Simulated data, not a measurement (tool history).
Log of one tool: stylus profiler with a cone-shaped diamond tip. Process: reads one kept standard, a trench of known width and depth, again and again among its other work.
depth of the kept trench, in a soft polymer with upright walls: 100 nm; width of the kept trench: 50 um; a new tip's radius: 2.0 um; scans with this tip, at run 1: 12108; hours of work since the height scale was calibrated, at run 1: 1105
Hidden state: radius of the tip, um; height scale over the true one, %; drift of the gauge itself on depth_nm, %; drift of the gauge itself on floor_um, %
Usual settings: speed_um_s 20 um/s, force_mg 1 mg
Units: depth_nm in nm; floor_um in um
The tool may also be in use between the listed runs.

run	hour	speed_um_s	force_mg	scans with this tip	hours of work since the height scale was calibrated	depth_nm	floor_um
1	0	20	1	12108	1105	100.65	48.01
2	38.2	20	1	12400	1132	100.66	48.03
3	75.1	20	1	12682	1158	100.67	47.95
4	117.3	20	0.36	13004	1187	100.46	47.92
5	153.6	12	1	13282	1213	100.68	48.06
6	181.5	20	1	13495	1232	100.67	48.01
7	212.4	20	1	13732	1254	100.69	47.98
8	251	20	1	14026	1281	100.7	47.99
9	271.4	20	1	14182	1295	100.7	47.95
10	302.3	20	1	14419	1316	100.69	47.97
11	323	20	1	14577	1331	100.68	47.96
12	364.4	20	1	14894	1360	100.7	47.98
13	391.1	20	1	15098	1378	100.7	47.96
14	417.9	20	1	15302	1397	100.7	47.88
# hour 422: height scale calibrated on a step standard
15	456.1	20	1	15591	24	100.9	47.9
16	484.6	20	1	15809	44	100.89	47.88
17	506.5	20	1	15976	59	100.9	47.91
18	543.6	38	1	16260	85	100.9	47.73
19	563.2	38	1	16410	99	100.92	47.79
# hour 594.2: height scale calibrated on a step standard, once more
20	606	38	1	16733	8	100.39	47.73
21	636.8	38	1	16968	30	100.4	47.71
22	654.9	38	1	17108	42	100.4	47.7
23	685.4	56	1	17341	64	100.42	47.55
24	721.6	6	0.79	17617	89	100.36	47.98
25	766.7	21	0.64	17962	120	100.31	47.76
26	788.4	21	2.47	18128	136	100.78	47.9
27	828.9	8	1.56	18438	164	100.59	47.95
28	868.8	20	1.57	18743	192	100.57	47.86
29	913	12	0.46	19080	222	100.23	47.87
30	940	16	1.22	19288	241	100.49	47.81
31	971.5	20	0.47	19528	263	100.24	47.74
32	1001.7	72	1.34	19759	284	100.53	47.44
33	1030	72	1.34	19975	304	100.53	47.4
34	1061.7	15	1.09	20218	326	100.47	47.8
35	1100.2	17	1.18	20512	353	100.5	47.81
36	1133.4	31	0.62	20766	376	100.33	47.62
37	1169.6	25	0.69	21043	402	100.36	47.68
38	1198.9	11	1.19	21266	422	100.5	47.82
39	1242.7	9	0.76	21602	453	100.39	47.81
40	1284.1	22	0.34	21918	482	100.26	47.61
41	1322.9	31	1.15	22215	509	100.52	47.68
42	1345.7	31	1.15	22389	525	100.54	47.65
43	1375.6	53	1.67	22617	545	100.64	47.52
44	1413.1	53	1.67	22904	572	100.67	47.46

Measured less the same run without the tool's hidden state. The same run-to-run variation is in both; the gauge's scatter may not be:
run	depth_nm	floor_um
1	+0.22	-0.54
2	+0.22	-0.55
3	+0.23	-0.56
4	+0.23	-0.57
5	+0.24	-0.58
6	+0.24	-0.58
7	+0.24	-0.6
8	+0.25	-0.6
9	+0.25	-0.61
10	+0.25	-0.62
11	+0.26	-0.63
12	+0.26	-0.63
13	+0.26	-0.65
14	+0.27	-0.65
15	+0.45	-0.66
16	+0.45	-0.67
17	+0.46	-0.68
18	+0.46	-0.68
19	+0.47	-0.69
20	-0.04	-0.7
21	-0.04	-0.71
22	-0.03	-0.72
23	-0.03	-0.72
24	-0.02	-0.73
25	-0.02	-0.74
26	-0.02	-0.75
27	-0.01	-0.76
28	-0.02	-0.77
29	-0.01	-0.77
30	-0.01	-0.78
31	+0	-0.79
32	+0.01	-0.8
33	+0.01	-0.8
34	+0.01	-0.81
35	+0.02	-0.82
36	+0.02	-0.83
37	+0.02	-0.84
38	+0.02	-0.84
39	+0.03	-0.86
40	+0.04	-0.86
41	+0.04	-0.87
42	+0.04	-0.88
43	+0.05	-0.89
44	+0.05	-0.9
